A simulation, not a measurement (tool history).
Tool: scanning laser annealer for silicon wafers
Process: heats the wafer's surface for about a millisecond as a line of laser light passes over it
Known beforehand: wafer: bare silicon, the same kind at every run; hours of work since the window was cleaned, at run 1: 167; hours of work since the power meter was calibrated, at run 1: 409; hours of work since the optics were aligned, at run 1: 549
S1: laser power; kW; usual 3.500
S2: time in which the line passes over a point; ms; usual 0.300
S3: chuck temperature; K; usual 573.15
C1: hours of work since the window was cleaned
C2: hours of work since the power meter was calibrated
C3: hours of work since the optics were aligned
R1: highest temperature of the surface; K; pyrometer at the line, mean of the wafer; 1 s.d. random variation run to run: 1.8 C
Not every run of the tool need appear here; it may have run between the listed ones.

run,hour,S1,S2,S3,C1,C2,C3,R1
1,0.0,3.500,0.300,573.15,167,409,549,1257.15
2,15.3,3.500,0.300,605.15,178,419,559,1289.15
3,39.5,3.334,0.300,605.15,194,435,575,1254.15
4,60.3,3.500,0.287,573.15,207,448,589,1236.15
5,82.6,3.500,0.300,542.15,222,463,603,1217.15
# hour 89.6: optics aligned, line set to its width
6,114.7,3.500,0.300,601.15,240,481,17,1271.15
# hour 138.2: optics aligned, line set to its width, once more
7,138.7,3.500,0.300,601.15,252,493,0,1288.15
8,156.5,3.500,0.300,540.15,264,505,12,1222.15
9,172.3,3.664,0.258,576.15,274,515,22,1247.15
10,195.4,3.664,0.258,576.15,290,531,38,1243.15
11,214.3,3.842,0.211,598.15,302,543,50,1239.15
12,233.4,3.290,0.352,592.15,315,556,63,1273.15
13,253.9,3.768,0.277,576.15,328,569,76,1280.15

Consider 5 possible next runs. They are alternatives, not a sequence: every one starts from the tool as it was left by run 13. What does each give?
A,279.6,3.308,0.230,573.15,345,586,93,?
B,279.6,3.414,0.303,592.15,345,586,93,?
C,279.6,3.772,0.300,573.15,345,586,93,?
D,279.6,3.768,0.367,576.15,345,586,93,?
E,279.6,3.500,0.375,573.15,345,586,93,?

run,R1
A,1140.15
B,1251.15
C,1302.15
D,1370.15
E,1318.15
What these runs would have given with no unlogged condition in the tool:
run,R1
A,1170.15
B,1287.15
C,1342.15
D,1413.15
E,1358.15

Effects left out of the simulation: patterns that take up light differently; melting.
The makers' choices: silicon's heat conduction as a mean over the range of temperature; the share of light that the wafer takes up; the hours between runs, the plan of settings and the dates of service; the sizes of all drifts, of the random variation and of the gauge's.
